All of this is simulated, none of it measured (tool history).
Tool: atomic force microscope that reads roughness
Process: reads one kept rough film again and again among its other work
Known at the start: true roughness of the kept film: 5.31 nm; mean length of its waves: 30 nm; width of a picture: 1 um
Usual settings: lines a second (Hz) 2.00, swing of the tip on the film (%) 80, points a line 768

run,hour,lines a second (Hz),swing of the tip on the film (%),points a line,roughness of the kept film (nm (root mean square))
1,0.0,2.00,80,768,4.459
2,41.0,2.00,80,768,4.227
3,80.8,2.00,80,768,4.011
4,107.4,2.00,80,768,3.897
5,150.1,2.00,80,768,3.712
# hour 162.3: new tip fitted
6,171.4,2.00,80,827,4.446
7,201.2,2.00,80,768,4.285
8,242.2,2.00,80,768,4.007
9,283.4,2.00,80,768,3.778
10,320.1,2.00,80,768,3.640
# hour 328.8: new tip fitted
11,346.8,2.00,80,768,4.390
12,386.4,2.00,80,768,4.126
13,409.8,2.00,80,768,3.980
14,448.0,2.00,80,768,3.857
15,485.5,2.00,80,335,3.603
# hour 493.9: new tip fitted
16,520.7,2.00,80,335,4.297
17,540.3,2.00,80,349,4.173
18,561.6,2.23,80,768,4.060
19,589.8,1.42,66,827,4.091
20,617.9,1.42,66,827,3.953
21,647.9,0.78,56,768,3.905
# hour 659.1: new tip fitted
22,679.6,1.38,67,289,4.501
23,721.1,2.74,72,424,4.180
24,755.5,3.99,68,972,3.979
25,774.0,2.00,79,313,3.904
26,793.8,2.00,79,313,3.755
# hour 826.4: new tip fitted
27,826.7,2.00,79,313,4.474
28,859.9,2.00,79,313,4.313
29,883.2,3.23,69,876,4.209
30,915.4,2.35,78,876,4.024
31,935.6,0.57,55,775,4.157
32,975.7,1.23,58,699,3.944

The same runs without the tool's hidden state, with the same run-to-run variation:
The hidden state here: radius of the tip, nm; height scale over the true one, %; drift of the gauge itself on roughness_nm, %.
run,roughness of the kept film (nm (root mean square))
1,4.458
2,4.456
3,4.453
4,4.464
5,4.477
6,4.488
7,4.505
8,4.455
9,4.429
10,4.443
11,4.474
12,4.452
13,4.431
14,4.489
15,4.388
16,4.446
17,4.434
18,4.446
19,4.645
20,4.634
21,4.725
22,4.590
23,4.487
24,4.460
25,4.475
26,4.413
27,4.432
28,4.470
29,4.493
30,4.453
31,4.718
32,4.687

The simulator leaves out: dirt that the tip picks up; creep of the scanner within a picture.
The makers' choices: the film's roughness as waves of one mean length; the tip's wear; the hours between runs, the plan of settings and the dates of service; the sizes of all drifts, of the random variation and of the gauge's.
